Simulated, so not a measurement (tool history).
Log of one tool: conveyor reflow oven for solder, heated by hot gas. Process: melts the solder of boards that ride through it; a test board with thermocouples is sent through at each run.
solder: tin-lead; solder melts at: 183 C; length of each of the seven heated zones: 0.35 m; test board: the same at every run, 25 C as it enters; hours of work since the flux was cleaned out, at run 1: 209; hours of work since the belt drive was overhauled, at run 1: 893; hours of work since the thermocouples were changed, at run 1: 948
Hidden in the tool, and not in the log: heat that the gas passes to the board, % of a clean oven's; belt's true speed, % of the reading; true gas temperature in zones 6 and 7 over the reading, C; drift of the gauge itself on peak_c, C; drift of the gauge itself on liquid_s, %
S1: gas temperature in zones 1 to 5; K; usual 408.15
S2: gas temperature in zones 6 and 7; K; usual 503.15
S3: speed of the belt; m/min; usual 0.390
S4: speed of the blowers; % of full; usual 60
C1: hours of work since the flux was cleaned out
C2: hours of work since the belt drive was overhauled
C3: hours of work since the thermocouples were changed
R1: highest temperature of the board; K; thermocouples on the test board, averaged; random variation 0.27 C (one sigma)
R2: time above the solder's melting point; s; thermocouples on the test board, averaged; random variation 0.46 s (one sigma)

{"run": 1, "hour": 0.0, "S1": 408.15, "S2": 503.15, "S3": 0.39, "S4": 60, "C1": 209, "C2": 893, "C3": 948, "R1": 478.45, "R2": 61.7}
{"run": 2, "hour": 20.1, "S1": 408.15, "S2": 503.15, "S3": 0.39, "S4": 60, "C1": 222, "C2": 907, "C3": 961, "R1": 478.45, "R2": 60.7}
{"run": 3, "hour": 39.2, "S1": 413.15, "S2": 503.15, "S3": 0.39, "S4": 60, "C1": 235, "C2": 919, "C3": 974, "R1": 479.05, "R2": 65.6}
{"run": 4, "hour": 55.4, "S1": 408.15, "S2": 503.15, "S3": 0.39, "S4": 60, "C1": 246, "C2": 930, "C3": 985, "R1": 477.85, "R2": 60.5}
{"run": 5, "hour": 85.9, "S1": 408.15, "S2": 503.15, "S3": 0.39, "S4": 60, "C1": 266, "C2": 950, "C3": 1005, "R1": 477.95, "R2": 60.2}
{"run": 6, "hour": 118.7, "S1": 408.15, "S2": 503.15, "S3": 0.39, "S4": 60, "C1": 288, "C2": 972, "C3": 1027, "R1": 477.35, "R2": 59.3}
{"run": 7, "hour": 136.1, "S1": 408.15, "S2": 503.15, "S3": 0.39, "S4": 60, "C1": 300, "C2": 984, "C3": 1039, "R1": 476.95, "R2": 59.4}
{"run": 8, "hour": 153.3, "S1": 408.15, "S2": 503.15, "S3": 0.44, "S4": 60, "C1": 311, "C2": 995, "C3": 1050, "R1": 472.45, "R2": 42.9}
{"hour": 159.1, "done": "belt drive overhauled, speed set with a stopwatch"}
{"run": 9, "hour": 179.9, "S1": 408.15, "S2": 514.15, "S3": 0.39, "S4": 60, "C1": 326, "C2": 14, "C3": 1065, "R1": 486.15, "R2": 72.5}
{"run": 10, "hour": 200.2, "S1": 408.15, "S2": 503.15, "S3": 0.39, "S4": 60, "C1": 340, "C2": 27, "C3": 1079, "R1": 476.85, "R2": 57.9}
{"hour": 220.7, "done": "flux residue cleaned out of gas plates and filters"}
{"hour": 227.7, "done": "belt drive overhauled, speed set with a stopwatch, once more"}
{"run": 11, "hour": 241.1, "S1": 408.15, "S2": 503.15, "S3": 0.39, "S4": 60, "C1": 11, "C2": 9, "C3": 1100, "R1": 479.65, "R2": 63.8}
{"run": 12, "hour": 260.9, "S1": 408.15, "S2": 503.15, "S3": 0.39, "S4": 60, "C1": 24, "C2": 22, "C3": 1113, "R1": 479.75, "R2": 63.9}
{"run": 13, "hour": 285.6, "S1": 408.15, "S2": 503.15, "S3": 0.39, "S4": 60, "C1": 41, "C2": 39, "C3": 1130, "R1": 479.55, "R2": 62.9}
{"run": 14, "hour": 311.9, "S1": 408.15, "S2": 503.15, "S3": 0.39, "S4": 60, "C1": 58, "C2": 56, "C3": 1147, "R1": 479.15, "R2": 62.2}
{"run": 15, "hour": 327.8, "S1": 408.15, "S2": 503.15, "S3": 0.39, "S4": 60, "C1": 69, "C2": 67, "C3": 1158, "R1": 479.15, "R2": 62.5}
{"run": 16, "hour": 362.1, "S1": 408.15, "S2": 503.15, "S3": 0.39, "S4": 60, "C1": 92, "C2": 90, "C3": 1181, "R1": 478.95, "R2": 62.0}
{"run": 17, "hour": 381.3, "S1": 408.15, "S2": 491.15, "S3": 0.39, "S4": 55, "C1": 105, "C2": 103, "C3": 1194, "R1": 467.85, "R2": 39.7}
{"run": 18, "hour": 416.1, "S1": 393.15, "S2": 506.15, "S3": 0.47, "S4": 84, "C1": 128, "C2": 126, "C3": 1217, "R1": 474.55, "R2": 38.9}
{"run": 19, "hour": 447.4, "S1": 409.15, "S2": 506.15, "S3": 0.443, "S4": 68, "C1": 149, "C2": 147, "C3": 1238, "R1": 477.25, "R2": 52.6}
{"run": 20, "hour": 484.1, "S1": 399.15, "S2": 518.15, "S3": 0.311, "S4": 68, "C1": 173, "C2": 171, "C3": 1262, "R1": 498.15, "R2": 105.0}
{"run": 21, "hour": 512.1, "S1": 399.15, "S2": 518.15, "S3": 0.311, "S4": 68, "C1": 192, "C2": 190, "C3": 1281, "R1": 498.45, "R2": 104.6}
{"run": 22, "hour": 549.0, "S1": 419.15, "S2": 503.15, "S3": 0.395, "S4": 60, "C1": 217, "C2": 215, "C3": 1306, "R1": 479.85, "R2": 67.1}
{"run": 23, "hour": 565.3, "S1": 419.15, "S2": 503.15, "S3": 0.395, "S4": 60, "C1": 227, "C2": 225, "C3": 1317, "R1": 479.35, "R2": 66.5}
{"run": 24, "hour": 587.6, "S1": 419.15, "S2": 503.15, "S3": 0.395, "S4": 60, "C1": 242, "C2": 240, "C3": 1331, "R1": 479.25, "R2": 67.1}
{"run": 25, "hour": 605.9, "S1": 408.15, "S2": 503.15, "S3": 0.459, "S4": 60, "C1": 255, "C2": 253, "C3": 1344, "R1": 470.35, "R2": 36.8}
{"run": 26, "hour": 640.9, "S1": 408.15, "S2": 503.15, "S3": 0.325, "S4": 87, "C1": 278, "C2": 276, "C3": 1367, "R1": 486.45, "R2": 90.1}
{"run": 27, "hour": 672.9, "S1": 401.15, "S2": 503.15, "S3": 0.342, "S4": 87, "C1": 299, "C2": 297, "C3": 1389, "R1": 483.65, "R2": 78.4}
{"run": 28, "hour": 694.3, "S1": 406.15, "S2": 510.15, "S3": 0.355, "S4": 51, "C1": 314, "C2": 312, "C3": 1403, "R1": 482.65, "R2": 73.3}
{"run": 29, "hour": 713.6, "S1": 408.15, "S2": 503.15, "S3": 0.331, "S4": 56, "C1": 327, "C2": 325, "C3": 1416, "R1": 481.05, "R2": 78.4}

4 ways to go on from here, each from the tool as it stands after run 29. What would each give?
{"run": "A", "hour": 730.1, "S1": 408.15, "S2": 503.15, "S3": 0.331, "S4": 85, "C1": 338, "C2": 336, "C3": 1427, "R1": "?", "R2": "?"}
{"run": "B", "hour": 730.1, "S1": 408.15, "S2": 503.15, "S3": 0.362, "S4": 56, "C1": 338, "C2": 336, "C3": 1427, "R1": "?", "R2": "?"}
{"run": "C", "hour": 730.1, "S1": 408.15, "S2": 501.15, "S3": 0.331, "S4": 68, "C1": 338, "C2": 336, "C3": 1427, "R1": "?", "R2": "?"}
{"run": "D", "hour": 730.1, "S1": 408.15, "S2": 503.15, "S3": 0.331, "S4": 57, "C1": 338, "C2": 336, "C3": 1427, "R1": "?", "R2": "?"}

run=A R1=484.75 R2=87.1
run=B R1=477.75 R2=63.9
run=C R1=481.35 R2=80.0
run=D R1=481.75 R2=78.9
Without the tool's hidden state the same runs would have given:
run=A R1=490.75 R2=96.0
run=B R1=483.65 R2=74.5
run=C R1=487.15 R2=90.0
run=D R1=487.45 R2=88.8
